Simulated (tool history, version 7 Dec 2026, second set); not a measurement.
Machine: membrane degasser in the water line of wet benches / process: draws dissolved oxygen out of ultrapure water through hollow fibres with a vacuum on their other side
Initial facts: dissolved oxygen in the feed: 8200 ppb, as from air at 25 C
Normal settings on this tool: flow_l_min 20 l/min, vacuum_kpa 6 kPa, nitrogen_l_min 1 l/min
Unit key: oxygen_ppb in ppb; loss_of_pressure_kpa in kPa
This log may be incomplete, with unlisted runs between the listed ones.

{"run": 1, "hour": 0.0, "flow_l_min": 20, "vacuum_kpa": 6, "nitrogen_l_min": 1, "oxygen_ppb": 262.6, "loss_of_pressure_kpa": 69.85}
{"run": 2, "hour": 33.7, "flow_l_min": 20, "vacuum_kpa": 6, "nitrogen_l_min": 1, "oxygen_ppb": 262.1, "loss_of_pressure_kpa": 69.52}
{"run": 3, "hour": 61.0, "flow_l_min": 20, "vacuum_kpa": 6, "nitrogen_l_min": 1, "oxygen_ppb": 265.8, "loss_of_pressure_kpa": 69.55}
{"run": 4, "hour": 91.6, "flow_l_min": 20, "vacuum_kpa": 6, "nitrogen_l_min": 1, "oxygen_ppb": 264.7, "loss_of_pressure_kpa": 70.24}
{"run": 5, "hour": 144.6, "flow_l_min": 20, "vacuum_kpa": 6, "nitrogen_l_min": 1, "oxygen_ppb": 267.5, "loss_of_pressure_kpa": 70.21}
{"run": 6, "hour": 170.1, "flow_l_min": 20, "vacuum_kpa": 6, "nitrogen_l_min": 1, "oxygen_ppb": 260.8, "loss_of_pressure_kpa": 69.62}
{"run": 7, "hour": 205.1, "flow_l_min": 20, "vacuum_kpa": 6, "nitrogen_l_min": 1, "oxygen_ppb": 265.8, "loss_of_pressure_kpa": 69.52}
{"run": 8, "hour": 250.8, "flow_l_min": 20, "vacuum_kpa": 6, "nitrogen_l_min": 1, "oxygen_ppb": 261.1, "loss_of_pressure_kpa": 69.77}
{"run": 9, "hour": 286.7, "flow_l_min": 20, "vacuum_kpa": 6, "nitrogen_l_min": 1, "oxygen_ppb": 265.4, "loss_of_pressure_kpa": 69.99}
{"run": 10, "hour": 340.2, "flow_l_min": 20, "vacuum_kpa": 6, "nitrogen_l_min": 1, "oxygen_ppb": 260.8, "loss_of_pressure_kpa": 69.72}
{"run": 11, "hour": 381.4, "flow_l_min": 20, "vacuum_kpa": 6, "nitrogen_l_min": 1, "oxygen_ppb": 262.9, "loss_of_pressure_kpa": 69.68}
{"run": 12, "hour": 416.2, "flow_l_min": 20, "vacuum_kpa": 6, "nitrogen_l_min": 1, "oxygen_ppb": 262, "loss_of_pressure_kpa": 69.35}
{"run": 13, "hour": 463.1, "flow_l_min": 20, "vacuum_kpa": 6, "nitrogen_l_min": 1, "oxygen_ppb": 259, "loss_of_pressure_kpa": 69.67}
{"run": 14, "hour": 505.1, "flow_l_min": 20, "vacuum_kpa": 6, "nitrogen_l_min": 1, "oxygen_ppb": 263.8, "loss_of_pressure_kpa": 69.39}
{"run": 15, "hour": 559.7, "flow_l_min": 20, "vacuum_kpa": 6, "nitrogen_l_min": 1, "oxygen_ppb": 262.1, "loss_of_pressure_kpa": 69.3}
{"run": 16, "hour": 614.1, "flow_l_min": 20, "vacuum_kpa": 6, "nitrogen_l_min": 1, "oxygen_ppb": 259.8, "loss_of_pressure_kpa": 70}
{"run": 17, "hour": 648.6, "flow_l_min": 20, "vacuum_kpa": 6, "nitrogen_l_min": 1, "oxygen_ppb": 264.8, "loss_of_pressure_kpa": 69.66}
{"run": 18, "hour": 677.6, "flow_l_min": 15, "vacuum_kpa": 10.23, "nitrogen_l_min": 0.76, "oxygen_ppb": 393.5, "loss_of_pressure_kpa": 52.49}
{"run": 19, "hour": 713.9, "flow_l_min": 29, "vacuum_kpa": 4.71, "nitrogen_l_min": 2.4, "oxygen_ppb": 286.3, "loss_of_pressure_kpa": 101.92}
{"run": 20, "hour": 758.7, "flow_l_min": 28, "vacuum_kpa": 14.8, "nitrogen_l_min": 2.4, "oxygen_ppb": 529, "loss_of_pressure_kpa": 97.67}
{"hour": 794.7, "done": "vacuum gauge calibrated"}
{"run": 21, "hour": 800.4, "flow_l_min": 13, "vacuum_kpa": 4.2, "nitrogen_l_min": 2.4, "oxygen_ppb": 84.5, "loss_of_pressure_kpa": 45.29}
{"run": 22, "hour": 834.0, "flow_l_min": 13, "vacuum_kpa": 4.2, "nitrogen_l_min": 2.4, "oxygen_ppb": 84.2, "loss_of_pressure_kpa": 45.85}
{"run": 23, "hour": 880.1, "flow_l_min": 20, "vacuum_kpa": 5.92, "nitrogen_l_min": 1.65, "oxygen_ppb": 216.2, "loss_of_pressure_kpa": 70.37}
{"run": 24, "hour": 902.9, "flow_l_min": 22, "vacuum_kpa": 10.86, "nitrogen_l_min": 1.65, "oxygen_ppb": 385.8, "loss_of_pressure_kpa": 76.76}
{"run": 25, "hour": 929.2, "flow_l_min": 13, "vacuum_kpa": 10.86, "nitrogen_l_min": 1.42, "oxygen_ppb": 232.6, "loss_of_pressure_kpa": 45.23}
{"run": 26, "hour": 972.6, "flow_l_min": 28, "vacuum_kpa": 12.71, "nitrogen_l_min": 0.74, "oxygen_ppb": 870.7, "loss_of_pressure_kpa": 98.23}
{"run": 27, "hour": 996.6, "flow_l_min": 28, "vacuum_kpa": 12.71, "nitrogen_l_min": 0.74, "oxygen_ppb": 872.2, "loss_of_pressure_kpa": 98}
{"run": 28, "hour": 1032.6, "flow_l_min": 28, "vacuum_kpa": 12.71, "nitrogen_l_min": 0.74, "oxygen_ppb": 886.9, "loss_of_pressure_kpa": 97.72}
{"run": 29, "hour": 1065.5, "flow_l_min": 28, "vacuum_kpa": 12.71, "nitrogen_l_min": 0.74, "oxygen_ppb": 888.6, "loss_of_pressure_kpa": 97.31}
{"run": 30, "hour": 1092.9, "flow_l_min": 28, "vacuum_kpa": 12.71, "nitrogen_l_min": 0.74, "oxygen_ppb": 878.7, "loss_of_pressure_kpa": 97.49}
{"run": 31, "hour": 1140.8, "flow_l_min": 28, "vacuum_kpa": 12.52, "nitrogen_l_min": 1.2, "oxygen_ppb": 691, "loss_of_pressure_kpa": 98.54}
{"run": 32, "hour": 1179.6, "flow_l_min": 28, "vacuum_kpa": 12.52, "nitrogen_l_min": 1.99, "oxygen_ppb": 514.8, "loss_of_pressure_kpa": 98.22}

Predict each of these 3 candidate next runs independently; none follows another, all start after run 32:
{"run": "A", "hour": 1219.9, "flow_l_min": 19, "vacuum_kpa": 5.21, "nitrogen_l_min": 2.16, "oxygen_ppb": "?", "loss_of_pressure_kpa": "?"}
{"run": "B", "hour": 1219.9, "flow_l_min": 20, "vacuum_kpa": 5.55, "nitrogen_l_min": 1.39, "oxygen_ppb": "?", "loss_of_pressure_kpa": "?"}
{"run": "C", "hour": 1219.9, "flow_l_min": 25, "vacuum_kpa": 8.97, "nitrogen_l_min": 1.99, "oxygen_ppb": "?", "loss_of_pressure_kpa": "?"}

run=A oxygen_ppb=174.2 loss_of_pressure_kpa=66.8
run=B oxygen_ppb=221.5 loss_of_pressure_kpa=70.19
run=C oxygen_ppb=362.2 loss_of_pressure_kpa=87.2
Had the tool no hidden state, the same runs would have come out as:
run=A oxygen_ppb=168 loss_of_pressure_kpa=66.09
run=B oxygen_ppb=214.7 loss_of_pressure_kpa=69.44
run=C oxygen_ppb=353.2 loss_of_pressure_kpa=86.27
